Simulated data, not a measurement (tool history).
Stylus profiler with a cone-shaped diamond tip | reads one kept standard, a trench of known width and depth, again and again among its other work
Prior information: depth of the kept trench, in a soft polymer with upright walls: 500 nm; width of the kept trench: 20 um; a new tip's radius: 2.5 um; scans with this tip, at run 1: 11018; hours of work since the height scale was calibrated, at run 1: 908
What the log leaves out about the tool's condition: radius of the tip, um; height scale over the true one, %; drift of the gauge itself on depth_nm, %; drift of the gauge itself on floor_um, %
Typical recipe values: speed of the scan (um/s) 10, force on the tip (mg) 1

run	hour	speed of the scan (um/s)	force on the tip (mg)	scans with this tip	hours of work since the height scale was calibrated	depth of the trench (angstrom)	width of the trench's floor (nm)
1	0	10	1	11018	908	5017.4	15610
2	50.6	2	1	11317	933	5015.5	15700
3	109.4	4	1	11664	961	5013.6	15590
4	151.6	18	1	11913	982	5014.2	15530
5	226.5	18	1	12355	1018	5015.1	15450
6	266.2	18	1	12590	1037	5015.4	15400
7	323.7	18	1	12929	1065	5014.2	15350
8	385.6	18	1	13294	1095	5014.1	15320
9	424.4	10	1	13523	1114	5012.1	15440
10	462.1	3	1	13745	1133	5013.3	15460
11	549.2	6	1	14259	1175	5011.8	15400
12	603.9	6	1	14582	1202	5010.1	15310
13	692.3	6	1	15104	1245	5012.8	15260
14	748.9	6	1	15438	1272	5009.9	15250
# hour 755.2: height scale calibrated on a step standard
15	833.1	6	1	15931	38	5002.7	15180
16	897.4	6	1	16311	69	5002.8	15130
17	943.4	35	1.11	16582	91	5007.5	14940
18	1011.2	2	1.11	16982	124	5006.9	15130
19	1095.3	13	2.46	17479	165	5024.4	15070
# hour 1136.8: height scale calibrated on a step standard, once more
20	1157.2	21	1.07	17841	10	5030.6	14890
21	1200.2	21	1.07	18095	31	5025.7	14810
22	1285.7	3	0.58	18599	72	5015.4	15030
23	1371.6	4	2.47	19106	114	5048.7	14950
24	1450	4	2.47	19569	152	5051	14920
25	1490.4	2	0.65	19807	172	5015.7	14890
26	1578.5	22	1.15	20327	215	5029.2	14680
27	1651.3	8	1	20757	250	5022.2	14780
28	1735.1	14	1	21251	291	5023.9	14680
29	1809.5	15	1.57	21690	327	5032.2	14670
# hour 1851.7: new tip fitted, height scale calibrated
30	1877.6	3	2.16	153	13	5048.6	17000
31	1951.4	3	2.16	588	48	5045.7	17010

4 options for the next run, each taken on its own from the tool as it stands now. Forecast them:
A	2006.9	19	1.9	916	75	?	?
B	2006.9	15	0.35	916	75	?	?
C	2006.9	3	0.56	916	75	?	?
D	2006.9	28	1	916	75	?	?

run	depth of the trench (angstrom)	width of the trench's floor (nm)
A	5040.1	16780
B	5013.3	16650
C	5019.7	16870
D	5030.3	16640
Without the tool's unlogged condition, the same runs would have read:
run	depth of the trench (angstrom)	width of the trench's floor (nm)
A	5041.9	16860
B	5015.1	16730
C	5021.5	16950
D	5032	16720
